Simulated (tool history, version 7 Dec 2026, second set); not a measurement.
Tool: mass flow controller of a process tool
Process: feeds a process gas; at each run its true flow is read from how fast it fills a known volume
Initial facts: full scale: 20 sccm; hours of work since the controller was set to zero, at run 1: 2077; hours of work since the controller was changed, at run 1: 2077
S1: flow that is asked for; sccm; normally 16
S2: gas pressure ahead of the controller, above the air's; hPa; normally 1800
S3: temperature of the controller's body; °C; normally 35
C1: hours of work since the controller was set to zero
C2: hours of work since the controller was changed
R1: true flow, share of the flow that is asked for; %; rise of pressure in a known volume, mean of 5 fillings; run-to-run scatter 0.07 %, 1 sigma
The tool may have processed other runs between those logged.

{"run": 1, "hour": 0.0, "S1": 16, "S2": 1800, "S3": 35, "C1": 2077, "C2": 2077, "R1": 99.85}
{"run": 2, "hour": 111.3, "S1": 16, "S2": 1800, "S3": 35, "C1": 2125, "C2": 2125, "R1": 99.83}
{"run": 3, "hour": 211.0, "S1": 16, "S2": 1800, "S3": 35, "C1": 2168, "C2": 2168, "R1": 99.89}
{"run": 4, "hour": 344.6, "S1": 16, "S2": 1800, "S3": 35, "C1": 2226, "C2": 2226, "R1": 99.85}
{"run": 5, "hour": 415.4, "S1": 16, "S2": 1800, "S3": 21, "C1": 2257, "C2": 2257, "R1": 101.02}
{"run": 6, "hour": 509.4, "S1": 16, "S2": 1800, "S3": 21, "C1": 2298, "C2": 2298, "R1": 101.1}
{"run": 7, "hour": 584.1, "S1": 4, "S2": 1800, "S3": 21, "C1": 2330, "C2": 2330, "R1": 101.66}
{"run": 8, "hour": 682.8, "S1": 4, "S2": 1800, "S3": 21, "C1": 2373, "C2": 2373, "R1": 101.73}
{"run": 9, "hour": 813.0, "S1": 4, "S2": 1800, "S3": 21, "C1": 2429, "C2": 2429, "R1": 101.82}
{"run": 10, "hour": 909.5, "S1": 4, "S2": 1800, "S3": 21, "C1": 2471, "C2": 2471, "R1": 101.9}
{"run": 11, "hour": 995.6, "S1": 4, "S2": 1800, "S3": 21, "C1": 2508, "C2": 2508, "R1": 101.98}
{"run": 12, "hour": 1115.8, "S1": 4, "S2": 1800, "S3": 21, "C1": 2560, "C2": 2560, "R1": 102.03}
{"run": 13, "hour": 1227.3, "S1": 4, "S2": 1800, "S3": 21, "C1": 2608, "C2": 2608, "R1": 102.03}
{"run": 14, "hour": 1359.4, "S1": 4, "S2": 1800, "S3": 21, "C1": 2666, "C2": 2666, "R1": 102.13}
{"run": 15, "hour": 1438.4, "S1": 10, "S2": 1800, "S3": 32, "C1": 2700, "C2": 2700, "R1": 100.31}
{"run": 16, "hour": 1522.4, "S1": 10, "S2": 1800, "S3": 32, "C1": 2736, "C2": 2736, "R1": 100.46}
{"run": 17, "hour": 1591.2, "S1": 10, "S2": 1800, "S3": 36, "C1": 2766, "C2": 2766, "R1": 100}
{"run": 18, "hour": 1694.3, "S1": 10, "S2": 2290, "S3": 30, "C1": 2811, "C2": 2811, "R1": 100.72}
{"run": 19, "hour": 1789.6, "S1": 14, "S2": 2730, "S3": 35, "C1": 2852, "C2": 2852, "R1": 100.22}
{"run": 20, "hour": 1921.4, "S1": 7, "S2": 1870, "S3": 24, "C1": 2909, "C2": 2909, "R1": 101.34}
{"run": 21, "hour": 2027.4, "S1": 7, "S2": 1870, "S3": 24, "C1": 2955, "C2": 2955, "R1": 101.36}
{"run": 22, "hour": 2118.6, "S1": 5, "S2": 2350, "S3": 33, "C1": 2994, "C2": 2994, "R1": 101.1}
{"run": 23, "hour": 2236.7, "S1": 5, "S2": 2350, "S3": 33, "C1": 3046, "C2": 3046, "R1": 101.3}
{"run": 24, "hour": 2291.3, "S1": 16, "S2": 1890, "S3": 21, "C1": 3069, "C2": 3069, "R1": 101.42}
{"run": 25, "hour": 2426.0, "S1": 17, "S2": 1720, "S3": 30, "C1": 3128, "C2": 3128, "R1": 100.59}
{"run": 26, "hour": 2537.9, "S1": 17, "S2": 1720, "S3": 30, "C1": 3176, "C2": 3176, "R1": 100.72}
{"run": 27, "hour": 2653.6, "S1": 17, "S2": 1720, "S3": 30, "C1": 3226, "C2": 3226, "R1": 100.56}

Expected results for the next run?
{"run": 28, "hour": 2725.0, "S1": 2, "S2": 1800, "S3": 35, "C1": 3257, "C2": 3257, "R1": "?"}

Run 28 produced R1 103.94 %.
With no hidden state in the tool, this same run would have given R1 98.66 %.
